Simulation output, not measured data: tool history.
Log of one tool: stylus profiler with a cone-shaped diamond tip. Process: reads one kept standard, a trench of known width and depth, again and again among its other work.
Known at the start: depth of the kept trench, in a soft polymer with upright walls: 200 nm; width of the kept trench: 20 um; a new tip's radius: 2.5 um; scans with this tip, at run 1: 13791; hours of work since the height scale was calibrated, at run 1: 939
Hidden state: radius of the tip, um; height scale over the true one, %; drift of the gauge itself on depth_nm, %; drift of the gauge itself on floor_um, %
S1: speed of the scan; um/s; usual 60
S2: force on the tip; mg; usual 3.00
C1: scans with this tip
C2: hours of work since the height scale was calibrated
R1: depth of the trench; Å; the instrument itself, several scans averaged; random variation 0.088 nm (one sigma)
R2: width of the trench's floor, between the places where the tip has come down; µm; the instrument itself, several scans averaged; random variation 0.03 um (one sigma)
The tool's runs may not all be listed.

| run | hour | S1 | S2 | C1 | C2 | R1 | R2 |
|---|---|---|---|---|---|---|---|
| 1 | 0.0 | 60 | 3.00 | 13791 | 939 | 2018.7 | 17.21 |
| 2 | 28.3 | 60 | 3.00 | 14030 | 955 | 2018.9 | 17.24 |
| 3 | 52.1 | 60 | 3.00 | 14231 | 969 | 2019.6 | 17.20 |
| 4 | 74.7 | 60 | 1.90 | 14421 | 981 | 2017.0 | 17.20 |
| 5 | 104.8 | 60 | 1.53 | 14674 | 999 | 2011.6 | 17.18 |
| 6 | 150.9 | 92 | 1.53 | 15062 | 1025 | 2012.2 | 17.03 |
| 7 | 186.8 | 155 | 3.00 | 15365 | 1046 | 2019.9 | 16.96 |
| 8 | 231.5 | 155 | 3.00 | 15742 | 1071 | 2019.2 | 16.98 |
| 9 | 276.0 | 155 | 3.00 | 16117 | 1097 | 2021.6 | 16.99 |
| 10 | 298.5 | 155 | 3.00 | 16307 | 1110 | 2019.8 | 16.98 |
| 11 | 325.0 | 60 | 3.62 | 16530 | 1125 | 2021.7 | 17.13 |
| 12 | 352.2 | 60 | 3.00 | 16759 | 1141 | 2018.8 | 17.07 |
| 13 | 396.6 | 60 | 1.82 | 17134 | 1166 | 2014.9 | 17.09 |
| 14 | 423.4 | 60 | 3.00 | 17360 | 1181 | 2018.8 | 17.09 |
| 15 | 450.9 | 60 | 3.00 | 17591 | 1197 | 2019.0 | 17.08 |
| 16 | 485.1 | 60 | 2.06 | 17879 | 1217 | 2018.2 | 17.09 |
| 17 | 530.2 | 60 | 1.25 | 18259 | 1243 | 2013.5 | 16.99 |
| 18 | 571.4 | 60 | 1.25 | 18606 | 1266 | 2013.9 | 16.96 |
| 19 | 602.3 | 60 | 1.25 | 18867 | 1284 | 2013.0 | 16.97 |
| 20 | 621.9 | 19 | 3.00 | 19032 | 1295 | 2019.5 | 17.08 |
| 21 | 654.5 | 187 | 3.00 | 19307 | 1314 | 2020.9 | 16.82 |
| 22 | 697.4 | 187 | 3.00 | 19668 | 1339 | 2020.5 | 16.79 |
| 23 | 719.9 | 60 | 3.00 | 19858 | 1351 | 2020.6 | 17.00 |
| 24 | 751.3 | 25 | 3.43 | 20122 | 1369 | 2022.4 | 17.04 |
| 25 | 771.6 | 221 | 4.29 | 20293 | 1381 | 2024.2 | 16.75 |
|  | 775.7 | height scale calibrated on a step standard |
| 26 | 818.7 | 150 | 7.51 | 20686 | 25 | 2034.8 | 16.87 |
| 27 | 841.7 | 41 | 4.16 | 20879 | 38 | 2029.1 | 16.94 |
|  | 854.0 | height scale calibrated on a step standard, once more |
| 28 | 867.8 | 74 | 4.37 | 21095 | 8 | 2019.8 | 16.88 |
| 29 | 901.7 | 102 | 2.14 | 21381 | 27 | 2011.8 | 16.81 |
| 30 | 946.6 | 16 | 3.00 | 21760 | 53 | 2015.0 | 16.98 |
| 31 | 979.0 | 101 | 1.12 | 22033 | 72 | 2008.2 | 16.69 |
| 32 | 1020.4 | 80 | 1.12 | 22381 | 95 | 2007.8 | 16.76 |
| 33 | 1044.7 | 44 | 4.38 | 22586 | 109 | 2020.1 | 16.84 |
| 34 | 1067.4 | 105 | 6.24 | 22777 | 122 | 2024.1 | 16.84 |
| 35 | 1109.0 | 38 | 6.91 | 23127 | 146 | 2024.5 | 16.91 |
| 36 | 1138.2 | 38 | 1.04 | 23374 | 163 | 2007.2 | 16.84 |
| 37 | 1179.5 | 62 | 7.59 | 23722 | 187 | 2027.6 | 16.86 |
| 38 | 1211.0 | 62 | 7.59 | 23987 | 205 | 2027.2 | 16.86 |
| 39 | 1256.5 | 41 | 5.80 | 24370 | 231 | 2023.2 | 16.88 |
| 40 | 1295.8 | 41 | 5.80 | 24702 | 253 | 2023.4 | 16.91 |
| 41 | 1319.5 | 41 | 5.80 | 24902 | 267 | 2023.4 | 16.83 |
| 42 | 1365.7 | 60 | 1.28 | 25291 | 293 | 2010.8 | 16.71 |
| 43 | 1389.1 | 60 | 1.28 | 25488 | 307 | 2010.2 | 16.68 |
| 44 | 1408.2 | 28 | 1.12 | 25649 | 318 | 2008.8 | 16.82 |
| 45 | 1452.8 | 47 | 2.25 | 26025 | 343 | 2013.6 | 16.76 |
| 46 | 1499.8 | 18 | 2.21 | 26421 | 370 | 2011.9 | 16.77 |

Measured less the same run without the tool's hidden state. The same run-to-run variation is in both; the gauge's scatter may not be:
| run | R1 | R2 |
|---|---|---|
| 1 | +3.9 | -0.71 |
| 2 | +4.1 | -0.72 |
| 3 | +4.1 | -0.74 |
| 4 | +4.2 | -0.75 |
| 5 | +4.3 | -0.76 |
| 6 | +4.4 | -0.77 |
| 7 | +4.6 | -0.79 |
| 8 | +4.7 | -0.80 |
| 9 | +4.8 | -0.82 |
| 10 | +4.9 | -0.82 |
| 11 | +4.9 | -0.83 |
| 12 | +5.0 | -0.83 |
| 13 | +5.2 | -0.85 |
| 14 | +5.2 | -0.87 |
| 15 | +5.3 | -0.87 |
| 16 | +5.4 | -0.89 |
| 17 | +5.5 | -0.90 |
| 18 | +5.7 | -0.92 |
| 19 | +5.7 | -0.92 |
| 20 | +5.8 | -0.94 |
| 21 | +5.9 | -0.95 |
| 22 | +6.1 | -0.96 |
| 23 | +6.1 | -0.96 |
| 24 | +6.2 | -0.97 |
| 25 | +6.2 | -0.99 |
| 26 | +9.7 | -1.00 |
| 27 | +9.8 | -1.01 |
| 28 | +0.0 | -1.02 |
| 29 | +0.1 | -1.03 |
| 30 | +0.3 | -1.04 |
| 31 | +0.4 | -1.05 |
| 32 | +0.5 | -1.07 |
| 33 | +0.5 | -1.08 |
| 34 | +0.7 | -1.08 |
| 35 | +0.7 | -1.10 |
| 36 | +0.9 | -1.11 |
| 37 | +1.0 | -1.12 |
| 38 | +1.1 | -1.13 |
| 39 | +1.2 | -1.14 |
| 40 | +1.3 | -1.16 |
| 41 | +1.4 | -1.16 |
| 42 | +1.5 | -1.18 |
| 43 | +1.6 | -1.19 |
| 44 | +1.7 | -1.20 |
| 45 | +1.8 | -1.20 |
| 46 | +2.0 | -1.22 |
